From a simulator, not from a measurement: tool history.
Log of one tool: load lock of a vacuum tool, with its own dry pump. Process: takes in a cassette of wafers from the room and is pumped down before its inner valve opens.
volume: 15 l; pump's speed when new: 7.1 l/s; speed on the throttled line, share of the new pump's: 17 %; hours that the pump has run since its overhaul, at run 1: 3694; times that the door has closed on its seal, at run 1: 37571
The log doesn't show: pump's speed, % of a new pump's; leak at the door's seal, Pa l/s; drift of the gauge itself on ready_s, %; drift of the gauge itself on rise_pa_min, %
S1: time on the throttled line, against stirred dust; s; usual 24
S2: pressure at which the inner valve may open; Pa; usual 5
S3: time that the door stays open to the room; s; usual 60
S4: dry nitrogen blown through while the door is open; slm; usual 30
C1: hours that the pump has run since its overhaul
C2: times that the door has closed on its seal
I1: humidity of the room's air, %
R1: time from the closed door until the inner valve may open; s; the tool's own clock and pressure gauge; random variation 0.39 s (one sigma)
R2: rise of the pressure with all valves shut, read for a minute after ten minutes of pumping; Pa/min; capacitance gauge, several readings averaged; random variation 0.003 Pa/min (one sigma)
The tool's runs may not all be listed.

{"run": 1, "day": 0.0, "S1": 24, "S2": 5, "S3": 60, "S4": 30, "C1": 3694, "C2": 37571, "I1": 45.3, "R1": 42.6, "R2": 0.27}
{"run": 2, "day": 12.138, "S1": 24, "S2": 5, "S3": 60, "S4": 30, "C1": 3985, "C2": 38514, "I1": 42.6, "R1": 42.5, "R2": 0.284}
{"run": 3, "day": 20.367, "S1": 24, "S2": 5, "S3": 31, "S4": 30, "C1": 4182, "C2": 39154, "I1": 47.3, "R1": 42.5, "R2": 0.278}
{"run": 4, "day": 29.504, "S1": 24, "S2": 5, "S3": 31, "S4": 30, "C1": 4402, "C2": 39864, "I1": 43.3, "R1": 42.2, "R2": 0.291}
{"day": 35.592, "done": "door's seal changed, seat wiped"}
{"run": 5, "day": 39.0, "S1": 24, "S2": 5, "S3": 31, "S4": 30, "C1": 4628, "C2": 266, "I1": 43.1, "R1": 42.4, "R2": 0.033}
{"run": 6, "day": 51.538, "S1": 24, "S2": 5, "S3": 31, "S4": 11, "C1": 4929, "C2": 1240, "I1": 45.6, "R1": 43.3, "R2": 0.054}
{"run": 7, "day": 65.662, "S1": 24, "S2": 5, "S3": 165, "S4": 30, "C1": 5268, "C2": 2338, "I1": 47.7, "R1": 42.3, "R2": 0.071}
{"run": 8, "day": 74.412, "S1": 24, "S2": 5, "S3": 165, "S4": 30, "C1": 5478, "C2": 3018, "I1": 45.5, "R1": 43.4, "R2": 0.073}
{"run": 9, "day": 83.629, "S1": 24, "S2": 5, "S3": 163, "S4": 30, "C1": 5699, "C2": 3734, "I1": 43.9, "R1": 42.5, "R2": 0.072}
{"run": 10, "day": 90.762, "S1": 24, "S2": 5, "S3": 163, "S4": 30, "C1": 5870, "C2": 4289, "I1": 44.2, "R1": 43.5, "R2": 0.07}
{"run": 11, "day": 103.475, "S1": 24, "S2": 6, "S3": 163, "S4": 30, "C1": 6175, "C2": 5277, "I1": 45.3, "R1": 42.2, "R2": 0.075}
{"run": 12, "day": 110.412, "S1": 24, "S2": 6, "S3": 163, "S4": 30, "C1": 6342, "C2": 5816, "I1": 46.2, "R1": 44.0, "R2": 0.084}
{"run": 13, "day": 119.917, "S1": 24, "S2": 6, "S3": 163, "S4": 30, "C1": 6570, "C2": 6555, "I1": 48.5, "R1": 43.1, "R2": 0.086}
{"run": 14, "day": 125.883, "S1": 24, "S2": 10, "S3": 163, "S4": 30, "C1": 6713, "C2": 7018, "I1": 44.4, "R1": 40.9, "R2": 0.084}
{"run": 15, "day": 132.288, "S1": 24, "S2": 10, "S3": 163, "S4": 30, "C1": 6867, "C2": 7516, "I1": 51.2, "R1": 42.0, "R2": 0.097}
{"run": 16, "day": 139.3, "S1": 24, "S2": 10, "S3": 163, "S4": 30, "C1": 7035, "C2": 8061, "I1": 44.7, "R1": 41.9, "R2": 0.09}
{"run": 17, "day": 153.742, "S1": 24, "S2": 5, "S3": 39, "S4": 30, "C1": 7382, "C2": 9184, "I1": 43.1, "R1": 43.0, "R2": 0.065}
{"run": 18, "day": 165.162, "S1": 24, "S2": 5, "S3": 49, "S4": 30, "C1": 7656, "C2": 10071, "I1": 45.1, "R1": 43.5, "R2": 0.077}
{"run": 19, "day": 179.496, "S1": 24, "S2": 5, "S3": 49, "S4": 30, "C1": 8000, "C2": 11186, "I1": 40.8, "R1": 44.5, "R2": 0.081}
{"run": 20, "day": 190.671, "S1": 24, "S2": 5, "S3": 65, "S4": 8, "C1": 8268, "C2": 12054, "I1": 45.6, "R1": 43.5, "R2": 0.125}
{"run": 21, "day": 200.967, "S1": 24, "S2": 9, "S3": 83, "S4": 10, "C1": 8515, "C2": 12854, "I1": 48.1, "R1": 43.2, "R2": 0.137}
{"run": 22, "day": 207.421, "S1": 24, "S2": 8, "S3": 167, "S4": 16, "C1": 8670, "C2": 13356, "I1": 42.6, "R1": 42.7, "R2": 0.133}
{"run": 23, "day": 213.354, "S1": 24, "S2": 8, "S3": 167, "S4": 16, "C1": 8813, "C2": 13817, "I1": 45.7, "R1": 42.9, "R2": 0.141}
{"run": 24, "day": 226.096, "S1": 24, "S2": 7, "S3": 143, "S4": 16, "C1": 9118, "C2": 14807, "I1": 46.9, "R1": 43.2, "R2": 0.145}
{"run": 25, "day": 235.096, "S1": 46, "S2": 4, "S3": 47, "S4": 11, "C1": 9334, "C2": 15507, "I1": 43.9, "R1": 62.1, "R2": 0.121}
{"run": 26, "day": 243.275, "S1": 20, "S2": 9, "S3": 60, "S4": 8, "C1": 9531, "C2": 16143, "I1": 46.5, "R1": 39.2, "R2": 0.143}
{"run": 27, "day": 250.308, "S1": 24, "S2": 8, "S3": 96, "S4": 8, "C1": 9699, "C2": 16689, "I1": 47.6, "R1": 42.8, "R2": 0.168}
{"run": 28, "day": 258.146, "S1": 12, "S2": 7, "S3": 48, "S4": 6, "C1": 9888, "C2": 17299, "I1": 44.1, "R1": 34.3, "R2": 0.149}
{"run": 29, "day": 264.604, "S1": 24, "S2": 5, "S3": 60, "S4": 23, "C1": 10043, "C2": 17801, "I1": 45.0, "R1": 44.3, "R2": 0.123}
{"run": 30, "day": 274.075, "S1": 24, "S2": 5, "S3": 60, "S4": 23, "C1": 10270, "C2": 18537, "I1": 41.9, "R1": 44.1, "R2": 0.131}
{"run": 31, "day": 285.338, "S1": 24, "S2": 7, "S3": 108, "S4": 30, "C1": 10540, "C2": 19412, "I1": 48.1, "R1": 43.9, "R2": 0.141}
{"run": 32, "day": 298.183, "S1": 12, "S2": 4, "S3": 136, "S4": 14, "C1": 10848, "C2": 20410, "I1": 46.9, "R1": 36.1, "R2": 0.186}
{"run": 33, "day": 306.471, "S1": 24, "S2": 5, "S3": 60, "S4": 5, "C1": 11047, "C2": 21055, "I1": 46.8, "R1": 44.8, "R2": 0.19}
{"run": 34, "day": 320.942, "S1": 24, "S2": 5, "S3": 60, "S4": 5, "C1": 11395, "C2": 22179, "I1": 47.8, "R1": 44.9, "R2": 0.199}
{"run": 35, "day": 329.742, "S1": 24, "S2": 5, "S3": 138, "S4": 5, "C1": 11606, "C2": 22863, "I1": 43.2, "R1": 44.6, "R2": 0.227}
{"run": 36, "day": 342.546, "S1": 24, "S2": 5, "S3": 56, "S4": 5, "C1": 11913, "C2": 23858, "I1": 45.1, "R1": 45.4, "R2": 0.197}
{"run": 37, "day": 349.792, "S1": 13, "S2": 5, "S3": 199, "S4": 5, "C1": 12087, "C2": 24422, "I1": 46.4, "R1": 36.7, "R2": 0.274}

The same runs without the tool's hidden state, with the same run-to-run variation:
run=1 R1=41.5 R2=0.035
run=2 R1=41.2 R2=0.035
run=3 R1=41.2 R2=0.030
run=4 R1=40.9 R2=0.031
run=5 R1=40.9 R2=0.028
run=6 R1=41.8 R2=0.047
run=7 R1=40.7 R2=0.062
run=8 R1=41.6 R2=0.061
run=9 R1=40.7 R2=0.058
run=10 R1=41.7 R2=0.054
run=11 R1=40.4 R2=0.057
run=12 R1=42.1 R2=0.063
run=13 R1=41.1 R2=0.064
run=14 R1=39.1 R2=0.060
run=15 R1=40.1 R2=0.071
run=16 R1=40.0 R2=0.062
run=17 R1=40.7 R2=0.032
run=18 R1=41.1 R2=0.038
run=19 R1=42.0 R2=0.038
run=20 R1=40.9 R2=0.077
run=21 R1=40.8 R2=0.086
run=22 R1=40.2 R2=0.079
run=23 R1=40.4 R2=0.085
run=24 R1=40.5 R2=0.083
run=25 R1=59.7 R2=0.055
run=26 R1=36.3 R2=0.074
run=27 R1=39.9 R2=0.095
run=28 R1=30.9 R2=0.074
run=29 R1=41.1 R2=0.045
run=30 R1=40.8 R2=0.047
run=31 R1=40.7 R2=0.051
run=32 R1=32.0 R2=0.089
run=33 R1=41.2 R2=0.090
run=34 R1=41.2 R2=0.091
run=35 R1=40.9 R2=0.114
run=36 R1=41.4 R2=0.077
run=37 R1=32.3 R2=0.148
